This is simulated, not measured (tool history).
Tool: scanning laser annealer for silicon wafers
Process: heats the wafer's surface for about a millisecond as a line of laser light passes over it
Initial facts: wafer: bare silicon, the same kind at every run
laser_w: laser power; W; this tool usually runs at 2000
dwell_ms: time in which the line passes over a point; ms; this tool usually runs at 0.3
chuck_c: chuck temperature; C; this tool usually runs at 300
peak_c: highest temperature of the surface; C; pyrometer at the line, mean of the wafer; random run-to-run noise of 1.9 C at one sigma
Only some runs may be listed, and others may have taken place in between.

run 1 day=0 | laser_w=2000 dwell_ms=0.3 chuck_c=300 | peak_c=1088
run 2 day=0.279 | laser_w=2000 dwell_ms=0.3 chuck_c=300 | peak_c=1087
run 3 day=0.696 | laser_w=1825 dwell_ms=0.3 chuck_c=300 | peak_c=1004
run 4 day=0.975 | laser_w=1825 dwell_ms=0.3 chuck_c=300 | peak_c=1002
run 5 day=1.188 | laser_w=1825 dwell_ms=0.3 chuck_c=300 | peak_c=997
run 6 day=1.479 | laser_w=1825 dwell_ms=0.3 chuck_c=300 | peak_c=997
run 7 day=1.671 | laser_w=1825 dwell_ms=0.3 chuck_c=300 | peak_c=997
run 8 day=1.85 | laser_w=1825 dwell_ms=0.3 chuck_c=300 | peak_c=996
run 9 day=2.183 | laser_w=1825 dwell_ms=0.247 chuck_c=300 | peak_c=934
run 10 day=2.592 | laser_w=1825 dwell_ms=0.247 chuck_c=300 | peak_c=937
run 11 day=2.962 | laser_w=1825 dwell_ms=0.247 chuck_c=300 | peak_c=935
run 12 day=3.312 | laser_w=2000 dwell_ms=0.222 chuck_c=300 | peak_c=975
run 13 day=3.729 | laser_w=2000 dwell_ms=0.222 chuck_c=300 | peak_c=971
run 14 day=4.05 | laser_w=2064 dwell_ms=0.268 chuck_c=300 | peak_c=1066
run 15 day=4.229 | laser_w=2000 dwell_ms=0.273 chuck_c=306 | peak_c=1047
run 16 day=4.608 | laser_w=2000 dwell_ms=0.273 chuck_c=306 | peak_c=1048
run 17 day=4.888 | laser_w=2000 dwell_ms=0.3 chuck_c=278 | peak_c=1051
run 18 day=5.146 | laser_w=2000 dwell_ms=0.3 chuck_c=278 | peak_c=1050
run 19 day=5.483 | laser_w=2000 dwell_ms=0.3 chuck_c=278 | peak_c=1050
-- day=5.667 window over the wafer cleaned
run 20 day=5.962 | laser_w=1747 dwell_ms=0.289 chuck_c=340 | peak_c=1034
run 21 day=6.246 | laser_w=1747 dwell_ms=0.289 chuck_c=340 | peak_c=1032
run 22 day=6.546 | laser_w=1747 dwell_ms=0.289 chuck_c=340 | peak_c=1032
run 23 day=6.738 | laser_w=1791 dwell_ms=0.23 chuck_c=260 | peak_c=897
run 24 day=7.008 | laser_w=2000 dwell_ms=0.289 chuck_c=271 | peak_c=1084

Each row is a separate what-if for the run after 24, all from the same tool condition, not one after another. Results?
run A day=7.258 | laser_w=2000 dwell_ms=0.327 chuck_c=291 | peak_c=?
run B day=7.258 | laser_w=2000 dwell_ms=0.37 chuck_c=300 | peak_c=?
run C day=7.258 | laser_w=2000 dwell_ms=0.3 chuck_c=293 | peak_c=?
run D day=7.258 | laser_w=1989 dwell_ms=0.294 chuck_c=271 | peak_c=?
run E day=7.258 | laser_w=1794 dwell_ms=0.215 chuck_c=295 | peak_c=?

run=A peak_c=1150
run=B peak_c=1211
run=C peak_c=1119
run=D peak_c=1085
run=E peak_c=912
Without the tool's hidden state the same runs would have given:
run=A peak_c=1166
run=B peak_c=1228
run=C peak_c=1134
run=D peak_c=1100
run=E peak_c=924

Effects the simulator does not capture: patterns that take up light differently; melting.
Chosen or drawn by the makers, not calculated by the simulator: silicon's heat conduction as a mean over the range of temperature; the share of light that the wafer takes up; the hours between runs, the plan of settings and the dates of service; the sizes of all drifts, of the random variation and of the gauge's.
